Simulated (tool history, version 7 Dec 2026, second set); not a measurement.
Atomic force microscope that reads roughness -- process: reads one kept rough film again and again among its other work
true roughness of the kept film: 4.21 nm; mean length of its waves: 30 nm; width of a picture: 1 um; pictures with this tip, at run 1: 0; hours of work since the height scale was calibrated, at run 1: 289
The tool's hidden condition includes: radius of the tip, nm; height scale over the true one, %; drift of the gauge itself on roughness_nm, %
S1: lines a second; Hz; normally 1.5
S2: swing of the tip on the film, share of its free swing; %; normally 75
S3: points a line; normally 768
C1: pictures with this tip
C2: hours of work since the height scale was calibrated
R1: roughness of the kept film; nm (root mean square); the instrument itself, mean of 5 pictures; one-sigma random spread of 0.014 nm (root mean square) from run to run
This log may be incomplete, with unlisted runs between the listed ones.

run 1 hour=0 | S1=1.5 S2=75 S3=768 | C1=0 C2=289 | R1=3.313
run 2 hour=69.2 | S1=1.5 S2=75 S3=768 | C1=108 C2=329 | R1=2.983
-- hour=124.2 new tip fitted
run 3 hour=147.1 | S1=1.5 S2=75 S3=768 | C1=36 C2=374 | R1=3.129
run 4 hour=213.3 | S1=1.5 S2=75 S3=768 | C1=140 C2=413 | R1=2.868
-- hour=252.4 new tip fitted
run 5 hour=279.9 | S1=0.73 S2=75 S3=768 | C1=43 C2=452 | R1=3.4
run 6 hour=316.7 | S1=1.5 S2=75 S3=768 | C1=100 C2=473 | R1=3.032
-- hour=378.6 new tip fitted
run 7 hour=402.5 | S1=1.5 S2=75 S3=337 | C1=37 C2=523 | R1=3.184
run 8 hour=446.5 | S1=1.5 S2=75 S3=563 | C1=106 C2=549 | R1=3.002
run 9 hour=494.2 | S1=1.5 S2=80 S3=768 | C1=181 C2=577 | R1=2.709
-- hour=502.2 new tip fitted
run 10 hour=549.5 | S1=1.5 S2=80 S3=768 | C1=74 C2=609 | R1=2.961
run 11 hour=617.9 | S1=1.5 S2=75 S3=723 | C1=181 C2=649 | R1=2.81
-- hour=627.3 new tip fitted
run 12 hour=675.9 | S1=1.5 S2=55 S3=768 | C1=76 C2=682 | R1=3.365
-- hour=749.2 new tip fitted
run 13 hour=757.5 | S1=1.5 S2=55 S3=768 | C1=13 C2=730 | R1=3.567
run 14 hour=814.6 | S1=1.5 S2=75 S3=768 | C1=103 C2=763 | R1=2.991
-- hour=874.3 new tip fitted
run 15 hour=888.1 | S1=1.5 S2=75 S3=768 | C1=22 C2=806 | R1=3.214
run 16 hour=948 | S1=1.5 S2=75 S3=768 | C1=116 C2=841 | R1=2.933
-- hour=997.4 new tip fitted
run 17 hour=1001.1 | S1=1.5 S2=75 S3=768 | C1=5 C2=871 | R1=3.299
run 18 hour=1040.5 | S1=3.95 S2=65 S3=382 | C1=67 C2=894 | R1=2.937
run 19 hour=1096.6 | S1=0.57 S2=88 S3=748 | C1=155 C2=927 | R1=2.966
-- hour=1120.6 new tip fitted
run 20 hour=1164.4 | S1=3.27 S2=63 S3=412 | C1=68 C2=967 | R1=3.069
run 21 hour=1225.4 | S1=0.92 S2=77 S3=275 | C1=164 C2=1002 | R1=2.961
-- hour=1246.3 new tip fitted
run 22 hour=1287.3 | S1=0.87 S2=82 S3=370 | C1=64 C2=1038 | R1=3.201
-- hour=1368 new tip fitted
run 23 hour=1368 | S1=0.87 S2=82 S3=370 | C1=0 C2=1085 | R1=3.41

Run 24 is up next; what results do you expect?
run 24 hour=1409.7 | S1=0.87 S2=82 S3=370 | C1=65 C2=1109 | R1=?

R1: 3.188 nm (root mean square)
With no hidden state in the tool, this same run would have given R1 3.341 nm (root mean square).

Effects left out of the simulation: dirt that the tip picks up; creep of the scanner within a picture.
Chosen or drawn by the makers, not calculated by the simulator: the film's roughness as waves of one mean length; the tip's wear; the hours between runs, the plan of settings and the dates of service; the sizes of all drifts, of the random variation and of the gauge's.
